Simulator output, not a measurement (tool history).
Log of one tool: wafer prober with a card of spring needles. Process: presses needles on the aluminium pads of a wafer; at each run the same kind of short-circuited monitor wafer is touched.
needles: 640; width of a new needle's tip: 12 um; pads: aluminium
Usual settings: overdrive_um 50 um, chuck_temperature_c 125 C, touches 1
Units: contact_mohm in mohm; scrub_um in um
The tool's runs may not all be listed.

run 1 hour=0 | overdrive_um=50 chuck_temperature_c=125 touches=1 | contact_mohm=216 scrub_um=12.38
run 2 hour=5.8 | overdrive_um=50 chuck_temperature_c=125 touches=1 | contact_mohm=230 scrub_um=12.5
-- hour=9 tips cleaned on abrasive film
run 3 hour=10.3 | overdrive_um=50 chuck_temperature_c=60 touches=1 | contact_mohm=173 scrub_um=12.51
run 4 hour=14.2 | overdrive_um=49 chuck_temperature_c=60 touches=1 | contact_mohm=198 scrub_um=12.16
run 5 hour=19 | overdrive_um=49 chuck_temperature_c=60 touches=1 | contact_mohm=212 scrub_um=12.25
-- hour=26.3 tips cleaned on abrasive film
run 6 hour=26.3 | overdrive_um=49 chuck_temperature_c=60 touches=1 | contact_mohm=165 scrub_um=12.19
run 7 hour=32.3 | overdrive_um=49 chuck_temperature_c=60 touches=1 | contact_mohm=203 scrub_um=12.27
run 8 hour=40.4 | overdrive_um=50 chuck_temperature_c=125 touches=3 | contact_mohm=190 scrub_um=12.47
-- hour=43.7 tips cleaned on abrasive film
run 9 hour=47.2 | overdrive_um=42 chuck_temperature_c=125 touches=1 | contact_mohm=217 scrub_um=10.33
run 10 hour=56.7 | overdrive_um=50 chuck_temperature_c=125 touches=1 | contact_mohm=232 scrub_um=12.5
-- hour=60.7 tips cleaned on abrasive film
run 11 hour=66.3 | overdrive_um=50 chuck_temperature_c=125 touches=1 | contact_mohm=208 scrub_um=12.5
run 12 hour=72.2 | overdrive_um=50 chuck_temperature_c=125 touches=1 | contact_mohm=225 scrub_um=12.39
-- hour=78 tips cleaned on abrasive film
run 13 hour=81.5 | overdrive_um=50 chuck_temperature_c=37 touches=2 | contact_mohm=170 scrub_um=12.32
run 14 hour=89.4 | overdrive_um=50 chuck_temperature_c=101 touches=3 | contact_mohm=187 scrub_um=12.37
-- hour=95.4 tips cleaned on abrasive film
run 15 hour=99.1 | overdrive_um=50 chuck_temperature_c=34 touches=2 | contact_mohm=172 scrub_um=12.35
run 16 hour=108.7 | overdrive_um=43 chuck_temperature_c=43 touches=1 | contact_mohm=245 scrub_um=10.61
-- hour=112.7 tips cleaned on abrasive film
run 17 hour=117.5 | overdrive_um=65 chuck_temperature_c=45 touches=2 | contact_mohm=165 scrub_um=16.17
run 18 hour=123.2 | overdrive_um=65 chuck_temperature_c=45 touches=2 | contact_mohm=169 scrub_um=16.38
-- hour=129.9 tips cleaned on abrasive film
run 19 hour=131.1 | overdrive_um=50 chuck_temperature_c=58 touches=1 | contact_mohm=174 scrub_um=12.4
run 20 hour=138.8 | overdrive_um=41 chuck_temperature_c=62 touches=1 | contact_mohm=242 scrub_um=10.05

The next listed run, before its measurement:
run 21 hour=143.4 | overdrive_um=41 chuck_temperature_c=33 touches=1 | contact_mohm=? scrub_um=?

contact_mohm: 254 mohm
scrub_um: 10.09 um
Without the tool's hidden state the same run would have given contact_mohm 158 mohm, scrub_um 10.55 um.
